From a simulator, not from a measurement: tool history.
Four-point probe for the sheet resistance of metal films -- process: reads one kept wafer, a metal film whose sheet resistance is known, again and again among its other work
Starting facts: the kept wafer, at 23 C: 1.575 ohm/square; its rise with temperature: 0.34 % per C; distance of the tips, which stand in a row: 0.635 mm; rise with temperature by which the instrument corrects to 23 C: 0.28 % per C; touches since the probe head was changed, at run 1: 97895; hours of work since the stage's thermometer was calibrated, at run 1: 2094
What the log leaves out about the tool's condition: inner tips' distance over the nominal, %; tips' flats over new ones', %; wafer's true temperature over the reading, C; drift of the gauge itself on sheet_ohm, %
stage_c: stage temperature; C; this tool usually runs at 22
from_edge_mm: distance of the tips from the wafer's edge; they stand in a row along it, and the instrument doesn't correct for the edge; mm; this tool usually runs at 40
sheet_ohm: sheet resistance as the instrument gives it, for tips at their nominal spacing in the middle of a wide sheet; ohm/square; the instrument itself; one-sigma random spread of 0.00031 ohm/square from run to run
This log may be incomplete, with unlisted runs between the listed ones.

run	day	stage_c	from_edge_mm	touches since the probe head was changed	hours of work since the stage's thermometer was calibrated	sheet_ohm
1	0	22	40	97895	2094	1.57364
2	1.871	22	40	99864	2125	1.573689
3	3.521	22	40	101597	2153	1.574391
4	5.712	34	40	103900	2189	1.584545
5	8.504	22	16	106836	2236	1.575347
6	10.988	22	16	109448	2277	1.57539
7	12.725	22	40	111272	2306	1.574215
8	14.508	22	40	113147	2336	1.574184
9	15.975	19	40	114693	2360	1.570883
10	18.708	19	40	117565	2406	1.571186
11	20.767	19	40	119727	2440	1.571189
12	22.121	19	40	121153	2463	1.571283
13	23.625	19	40	122735	2488	1.571172
14	25.904	22	30	125128	2525	1.575055
15	28.517	22	40	127878	2569	1.573821
16	31.225	22	40	130726	2614	1.574227
17	32.85	22	40	132434	2641	1.574592
18	34.412	22	45	134073	2667	1.57349
19	36.062	22	45	135811	2695	1.574157
20	38.608	22	45	138487	2737	1.57416
21	41.558	23	45	141587	2786	1.574891
22	44.242	22	40	144408	2831	1.574029
# day 46.671: stage's thermometer calibrated
23	47.225	22	3	147522	9	1.610874
24	49.842	22	3	150276	53	1.611087
25	51.783	26	17	152314	85	1.578425
26	54.562	26	17	155238	131	1.578008
27	57.058	21	5	157864	173	1.586408
28	59.617	20	40	160550	216	1.57207
29	60.9	24	62	161902	237	1.5757
30	62.267	22	3	163337	260	1.610378
31	63.942	30	3	165100	288	1.617593
32	65.817	30	3	167070	319	1.617837
33	67.958	30	3	169322	354	1.617481
34	70.325	19	5	171811	394	1.584884
35	72.333	21	7	173924	427	1.57913
36	73.708	21	7	175366	450	1.580082
37	76.346	21	7	178141	494	1.579783
38	78.796	28	38	180718	535	1.579311
39	81.125	23	40	183163	574	1.574265
40	84.088	27	53	186281	623	1.577631
41	86.204	25	7	188505	658	1.583291
42	88.733	30	32	191162	700	1.580766
43	90.704	26	7	193235	733	1.584224
44	93.454	22	21	196128	779	1.574232
45	95.958	22	21	198759	821	1.574797

Hidden condition of the tool, last listed run before each entry between runs versus first listed run after:
Runs 22 to 23: stage's thermometer calibrated (day 46.671)
  wafer's true temperature over the reading, C: 0.03 -> 0
  difference, measured minus the result without the unlogged condition, sheet_ohm: -0.00021 -> -0.00037 ohm/square
